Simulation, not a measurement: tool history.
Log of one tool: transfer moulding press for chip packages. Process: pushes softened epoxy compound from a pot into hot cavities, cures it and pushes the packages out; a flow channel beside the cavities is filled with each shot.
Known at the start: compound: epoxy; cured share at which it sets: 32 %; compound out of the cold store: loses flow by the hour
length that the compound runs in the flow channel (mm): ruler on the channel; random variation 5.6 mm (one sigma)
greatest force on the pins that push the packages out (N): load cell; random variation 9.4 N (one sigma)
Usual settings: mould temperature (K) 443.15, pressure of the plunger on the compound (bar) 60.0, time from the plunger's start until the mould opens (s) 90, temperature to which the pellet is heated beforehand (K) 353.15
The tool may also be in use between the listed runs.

run,hour,mould temperature (K),pressure of the plunger on the compound (bar),time from the plunger's start until the mould opens (s),temperature to which the pellet is heated beforehand (K),incoming compound's hours out of the cold store,length that the compound runs in the flow channel (mm),greatest force on the pins that push the packages out (N)
1,0.0,443.15,60.0,90,353.15,41.1,549,627
# hour 31.9: cavities cleaned with cleaning compound and waxed
2,31.9,443.15,60.0,90,353.15,33.8,566,440
3,51.9,443.15,47.6,90,353.15,8.5,544,573
4,96.9,437.15,47.6,90,353.15,27.4,523,869
# hour 108.0: cavities cleaned with cleaning compound and waxed
5,129.1,439.15,60.0,90,353.15,22.2,588,659
6,158.4,439.15,60.0,90,353.15,20.4,585,776
# hour 185.0: cavities cleaned with cleaning compound and waxed
7,198.5,439.15,60.0,90,353.15,13.7,604,626
8,219.0,439.15,60.0,90,353.15,41.9,538,699
9,249.7,443.15,60.0,90,361.15,38.4,540,686
# hour 263.5: cavities cleaned with cleaning compound and waxed
10,280.4,443.15,60.0,90,345.15,12.1,597,552
11,325.1,443.15,60.0,90,353.15,42.2,521,680
# hour 340.3: cavities cleaned with cleaning compound and waxed
12,357.6,443.15,60.0,90,353.15,40.9,534,524
13,385.2,443.15,60.0,90,353.15,14.3,578,648
# hour 416.4: cavities cleaned with cleaning compound and waxed
14,416.4,443.15,60.0,90,353.15,28.7,556,431
15,463.4,446.15,49.9,90,352.15,19.0,508,622
# hour 492.6: cavities cleaned with cleaning compound and waxed
16,508.1,440.15,60.0,117,349.15,43.0,523,472
17,550.7,445.15,60.0,90,357.15,9.9,587,673
# hour 570.1: cavities cleaned with cleaning compound and waxed
18,592.2,439.15,60.0,90,357.15,46.6,505,638
19,619.0,439.15,60.0,90,357.15,14.3,582,819
# hour 647.9: cavities cleaned with cleaning compound and waxed
20,659.8,436.15,62.0,73,351.15,13.4,599,1220
21,697.2,443.15,60.7,90,347.15,31.5,534,684
# hour 727.2: cavities cleaned with cleaning compound and waxed
22,732.7,443.15,69.8,90,351.15,43.6,558,475
# hour 760.4: plunger's sealing rings changed
23,774.7,443.15,69.8,96,349.15,44.6,574,625
# hour 807.2: cavities cleaned with cleaning compound and waxed
24,818.7,443.15,60.4,109,349.15,40.8,548,446
25,856.2,438.15,70.6,90,353.15,46.9,584,789
26,877.2,442.15,60.0,90,361.15,38.4,550,743
# hour 885.4: cavities cleaned with cleaning compound and waxed
27,900.0,449.15,60.0,120,361.15,45.6,521,449

Forecast each of these 3 alternatives for the next run:
A,945.9,443.15,60.0,90,362.15,24.3,?,?
B,945.9,444.15,53.5,90,361.15,29.1,?,?
C,945.9,449.15,48.8,120,361.15,31.8,?,?

run,length that the compound runs in the flow channel (mm),greatest force on the pins that push the packages out (N)
A,574,706
B,536,682
C,502,617
Without the tool's hidden state the same runs would have given:
run,length that the compound runs in the flow channel (mm),greatest force on the pins that push the packages out (N)
A,586,428
B,547,414
C,513,387
